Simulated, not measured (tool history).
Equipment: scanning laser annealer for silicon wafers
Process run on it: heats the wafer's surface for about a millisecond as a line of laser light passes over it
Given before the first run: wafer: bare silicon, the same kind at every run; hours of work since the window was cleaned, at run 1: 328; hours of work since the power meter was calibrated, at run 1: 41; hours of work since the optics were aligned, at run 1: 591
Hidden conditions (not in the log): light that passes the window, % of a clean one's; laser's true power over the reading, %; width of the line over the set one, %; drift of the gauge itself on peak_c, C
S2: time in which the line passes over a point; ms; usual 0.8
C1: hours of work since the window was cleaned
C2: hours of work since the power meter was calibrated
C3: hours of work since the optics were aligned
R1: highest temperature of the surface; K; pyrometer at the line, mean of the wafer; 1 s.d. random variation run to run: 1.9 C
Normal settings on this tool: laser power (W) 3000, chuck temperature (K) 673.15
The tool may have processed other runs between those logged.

run 1 hour=0 | laser_power_(W)=3000 S2=0.8 chuck_temperature_(K)=673.15 | C1=328 C2=41 C3=591 | R1=1452.15
run 2 hour=10.7 | laser_power_(W)=3000 S2=0.664 chuck_temperature_(K)=673.15 | C1=332 C2=45 C3=596 | R1=1377.15
run 3 hour=29.4 | laser_power_(W)=3000 S2=0.665 chuck_temperature_(K)=673.15 | C1=340 C2=53 C3=603 | R1=1374.15
run 4 hour=51 | laser_power_(W)=3000 S2=0.665 chuck_temperature_(K)=673.15 | C1=349 C2=62 C3=612 | R1=1379.15
run 5 hour=69.1 | laser_power_(W)=3000 S2=0.8 chuck_temperature_(K)=673.15 | C1=356 C2=69 C3=619 | R1=1450.15
run 6 hour=86.2 | laser_power_(W)=3000 S2=0.8 chuck_temperature_(K)=673.15 | C1=363 C2=76 C3=626 | R1=1456.15
run 7 hour=97.8 | laser_power_(W)=3000 S2=0.8 chuck_temperature_(K)=673.15 | C1=368 C2=81 C3=631 | R1=1451.15
run 8 hour=122.2 | laser_power_(W)=3000 S2=0.8 chuck_temperature_(K)=673.15 | C1=377 C2=90 C3=641 | R1=1447.15
run 9 hour=134.7 | laser_power_(W)=3000 S2=0.671 chuck_temperature_(K)=673.15 | C1=383 C2=96 C3=646 | R1=1375.15
run 10 hour=145.3 | laser_power_(W)=3000 S2=0.671 chuck_temperature_(K)=673.15 | C1=387 C2=100 C3=650 | R1=1381.15
run 11 hour=168.6 | laser_power_(W)=3000 S2=0.671 chuck_temperature_(K)=673.15 | C1=396 C2=109 C3=660 | R1=1376.15

Run 12 is up next; what results do you expect?
run 12 hour=189.9 | laser_power_(W)=3000 S2=0.671 chuck_temperature_(K)=673.15 | C1=405 C2=118 C3=668 | R1=?

{"run 12": {"R1": 1373.15}}
With no hidden state in the tool, this same run would have given R1 1405.15 K.
